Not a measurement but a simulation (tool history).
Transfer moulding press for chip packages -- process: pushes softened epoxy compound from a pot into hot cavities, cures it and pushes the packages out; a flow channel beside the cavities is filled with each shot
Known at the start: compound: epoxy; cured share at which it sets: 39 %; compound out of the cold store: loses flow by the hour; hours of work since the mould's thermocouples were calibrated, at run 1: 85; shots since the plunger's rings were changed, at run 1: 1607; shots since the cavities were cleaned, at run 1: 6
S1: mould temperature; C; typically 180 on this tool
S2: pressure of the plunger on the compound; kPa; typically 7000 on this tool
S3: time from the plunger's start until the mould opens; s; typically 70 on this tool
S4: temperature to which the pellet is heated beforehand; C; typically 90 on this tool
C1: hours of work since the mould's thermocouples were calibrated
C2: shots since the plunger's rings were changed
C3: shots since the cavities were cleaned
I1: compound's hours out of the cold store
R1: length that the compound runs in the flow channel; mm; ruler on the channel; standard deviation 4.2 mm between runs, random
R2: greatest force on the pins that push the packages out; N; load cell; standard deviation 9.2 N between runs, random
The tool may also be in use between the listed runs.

Run 1, day 0: usual settings; C1 85; C2 1607; C3 6; I1 27.9. Result: R1 759 mm, R2 419 N.
Run 2, day 0.417: usual settings but S3 62 s; C1 90; C2 1718; C3 117; I1 25.9. Result: R1 766 mm, R2 525 N.
Run 3, day 0.796: usual settings but S3 80 s; C1 94; C2 1818; C3 217; I1 9.2. Result: R1 826 mm, R2 370 N.
Run 4, day 1.246: usual settings but S3 80 s; C1 99; C2 1937; C3 336; I1 32.4. Result: R1 744 mm, R2 385 N.
Run 5, day 1.738: usual settings but S2 5220 kPa; C1 105; C2 2068; C3 467; I1 9.1. Result: R1 716 mm, R2 447 N.
Run 6, day 2.483: usual settings; C1 114; C2 2267; C3 666; I1 25.3. Result: R1 763 mm, R2 418 N.
Run 7, day 3.233: usual settings; C1 123; C2 2465; C3 864; I1 20.6. Result: R1 786 mm, R2 428 N.
At day 3.821: cavities cleaned with cleaning compound and waxed.
Run 8, day 3.967: usual settings; C1 131; C2 2644; C3 39; I1 12.2. Result: R1 803 mm, R2 422 N.
Run 9, day 4.304: usual settings but S3 63 s; C1 135; C2 2733; C3 128; I1 27.7. Result: R1 756 mm, R2 503 N.
Run 10, day 4.667: usual settings but S3 59 s; C1 140; C2 2829; C3 224; I1 21.4. Result: R1 775 mm, R2 587 N.
Run 11, day 5.067: usual settings but S4 97 C; C1 144; C2 2935; C3 330; I1 12.1. Result: R1 812 mm, R2 417 N.
Run 12, day 5.808: usual settings but S4 97 C; C1 153; C2 3133; C3 528; I1 37.9. Result: R1 723 mm, R2 411 N.
Run 13, day 6.4: usual settings; C1 160; C2 3289; C3 684; I1 29.8. Result: R1 749 mm, R2 410 N.
Run 14, day 7.004: usual settings; C1 168; C2 3450; C3 845; I1 32.9. Result: R1 739 mm, R2 419 N.
Run 15, day 7.371: usual settings; C1 172; C2 3548; C3 943; I1 13.2. Result: R1 812 mm, R2 419 N.
At day 7.662: cavities cleaned with cleaning compound and waxed.
Run 16, day 7.992: usual settings; C1 179; C2 3696; C3 88; I1 37.9. Result: R1 724 mm, R2 415 N.
Run 17, day 8.433: usual settings; C1 184; C2 3813; C3 205; I1 43.9. Result: R1 710 mm, R2 401 N.
Run 18, day 9.054: usual settings; C1 191; C2 3977; C3 369; I1 36.1. Result: R1 733 mm, R2 408 N.
Run 19, day 9.817: usual settings but S2 7200 kPa, S3 52 s, S4 92 C; C1 201; C2 4180; C3 572; I1 26.2. Result: R1 779 mm, R2 780 N.
Run 20, day 10.538: usual settings but S2 7200 kPa, S3 52 s, S4 94 C; C1 209; C2 4372; C3 764; I1 10.8. Result: R1 826 mm, R2 840 N.
Run 21, day 11.246: usual settings but S4 88 C; C1 218; C2 4559; C3 951; I1 47.1. Result: R1 696 mm, R2 404 N.
At day 11.488: cavities cleaned with cleaning compound and waxed.
Run 22, day 11.829: usual settings but S1 172 C, S2 5690 kPa, S3 59 s, S4 85 C; C1 224; C2 4698; C3 91; I1 39.7. Result: R1 661 mm, R2 935 N.
Run 23, day 12.338: usual settings but S1 172 C, S2 8590 kPa; C1 230; C2 4833; C3 226; I1 11.1. Result: R1 922 mm, R2 699 N.
Run 24, day 13.038: usual settings but S1 174 C, S2 5670 kPa; C1 238; C2 5019; C3 412; I1 43.2. Result: R1 646 mm, R2 564 N.
Run 25, day 13.525: usual settings but S1 173 C, S3 65 s, S4 88 C; C1 244; C2 5149; C3 542; I1 10.8. Result: R1 824 mm, R2 814 N.
Run 26, day 14.108: usual settings but S1 173 C, S3 65 s, S4 88 C; C1 251; C2 5303; C3 696; I1 47.2. Result: R1 708 mm, R2 701 N.
Run 27, day 14.608: usual settings but S1 173 C, S3 65 s, S4 88 C; C1 257; C2 5435; C3 828; I1 24.3. Result: R1 782 mm, R2 760 N.
At day 15.304: cavities cleaned with cleaning compound and waxed.
Run 28, day 15.425: usual settings but S1 174 C, S2 5490 kPa; C1 266; C2 5636; C3 32; I1 14.4. Result: R1 730 mm, R2 600 N.

Results for each run, recomputed without the tool's hidden state and with each run's random variation untouched:
Hidden state at play: true mould temperature over the reading, C; pressure that reaches the compound, % of what is set; grip of the stained cavities, % over clean ones'; drift of the gauge itself on flow_mm, %; drift of the gauge itself on push_out_n, %.
run   R2
  1  419
  2  523
  3  367
  4  381
  5  441
  6  412
  7  421
  8  422
  9  500
 10  583
 11  413
 12  406
 13  404
 14  412
 15  412
 16  414
 17  398
 18  404
 19  769
 20  827
 21  397
 22  931
 23  693
 24  557
 25  803
 26  690
 27  747
 28  599
R1 without the hidden state stays within 1 mm of what was measured, in all runs.
